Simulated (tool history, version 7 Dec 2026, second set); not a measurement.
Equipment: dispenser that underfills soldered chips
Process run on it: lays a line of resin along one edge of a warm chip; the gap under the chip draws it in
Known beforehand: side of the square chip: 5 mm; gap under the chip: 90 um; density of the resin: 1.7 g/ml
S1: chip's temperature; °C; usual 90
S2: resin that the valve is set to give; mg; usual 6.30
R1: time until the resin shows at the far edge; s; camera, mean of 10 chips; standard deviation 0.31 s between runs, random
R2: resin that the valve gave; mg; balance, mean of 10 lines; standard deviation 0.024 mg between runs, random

Run 1, hour 0.0: usual settings. Result: R1 13.7 s, R2 6.25 mg.
At hour 6.2: new syringe of resin.
Run 2, hour 8.6: usual settings. Result: R1 10.1 s, R2 6.22 mg.
Run 3, hour 15.7: usual settings. Result: R1 12.7 s, R2 6.20 mg.
At hour 22.0: new syringe of resin.
Run 4, hour 24.3: usual settings but S1 104 °C. Result: R1 5.0 s, R2 6.25 mg.
Run 5, hour 29.2: usual settings. Result: R1 12.1 s, R2 6.20 mg.
Run 6, hour 34.1: usual settings but S1 75 °C. Result: R1 30.7 s, R2 6.16 mg.
At hour 38.6: new syringe of resin.
Run 7, hour 43.4: usual settings but S1 75 °C. Result: R1 21.9 s, R2 6.15 mg.
Run 8, hour 53.1: usual settings but S1 75 °C. Result: R1 33.2 s, R2 6.10 mg.
At hour 54.5: new syringe of resin.
Run 9, hour 60.8: usual settings but S1 75 °C. Result: R1 24.1 s, R2 6.12 mg.
Run 10, hour 68.9: usual settings but S1 75 °C. Result: R1 33.0 s, R2 6.07 mg.
At hour 70.7: new syringe of resin.
Run 11, hour 78.2: usual settings but S1 75 °C. Result: R1 25.9 s, R2 6.09 mg.
At hour 80.9: dispensing valve cleaned and set on the balance.
Run 12, hour 83.6: usual settings but S1 75 °C. Result: R1 30.7 s, R2 6.29 mg.
At hour 87.9: new syringe of resin.
Run 13, hour 93.9: usual settings but S1 75 °C. Result: R1 23.6 s, R2 6.25 mg.
Run 14, hour 99.6: usual settings but S1 75 °C. Result: R1 30.3 s, R2 6.25 mg.
At hour 104.2: new syringe of resin.
Run 15, hour 107.6: usual settings but S1 75 °C. Result: R1 21.9 s, R2 6.25 mg.
Run 16, hour 118.2: usual settings. Result: R1 14.6 s, R2 6.20 mg.
At hour 120.4: new syringe of resin.
Run 17, hour 124.1: usual settings but S1 83 °C. Result: R1 14.4 s, R2 6.15 mg.
Run 18, hour 131.0: usual settings but S1 78 °C, S2 5.84 mg. Result: R1 24.3 s, R2 5.70 mg.
Run 19, hour 135.4: usual settings but S1 79 °C, S2 5.84 mg. Result: R1 27.2 s, R2 5.71 mg.
At hour 136.7: new syringe of resin.
Run 20, hour 144.5: usual settings but S1 79 °C, S2 5.84 mg. Result: R1 21.1 s, R2 5.68 mg.
Run 21, hour 151.1: usual settings but S1 82 °C, S2 5.84 mg. Result: R1 23.9 s, R2 5.66 mg.
At hour 152.6: new syringe of resin.
Run 22, hour 156.3: usual settings but S1 85 °C, S2 5.52 mg. Result: R1 13.0 s, R2 5.34 mg.
Run 23, hour 161.3: usual settings but S1 94 °C, S2 7.34 mg. Result: R1 10.4 s, R2 7.05 mg.
At hour 169.1: new syringe of resin.
Run 24, hour 171.5: usual settings but S1 94 °C, S2 7.34 mg. Result: R1 8.0 s, R2 7.05 mg.
At hour 176.5: dispensing valve cleaned and set on the balance.
Run 25, hour 179.2: usual settings but S1 86 °C, S2 5.59 mg. Result: R1 15.2 s, R2 5.63 mg.
At hour 186.3: new syringe of resin.
Run 26, hour 187.5: usual settings but S1 99 °C, S2 7.44 mg. Result: R1 6.1 s, R2 7.35 mg.
Run 27, hour 196.0: usual settings but S2 6.04 mg. Result: R1 13.4 s, R2 6.03 mg.
At hour 202.1: new syringe of resin.
Run 28, hour 204.7: usual settings but S1 88 °C, S2 7.42 mg. Result: R1 11.0 s, R2 7.36 mg.
Run 29, hour 212.5: usual settings but S1 88 °C, S2 7.42 mg. Result: R1 14.5 s, R2 7.28 mg.

Run 30 comes next. What will it give?
At hour 217.9: new syringe of resin.
Run 30, hour 219.9: usual settings but S1 81 °C, S2 7.20 mg. Result: R1 ?, R2 ?.

Run 30 yielded R1 14.4 s, R2 7.05 mg.
If the tool had no hidden condition, the same run with the same run-to-run variation would have returned R1 14.1 s, R2 7.17 mg.
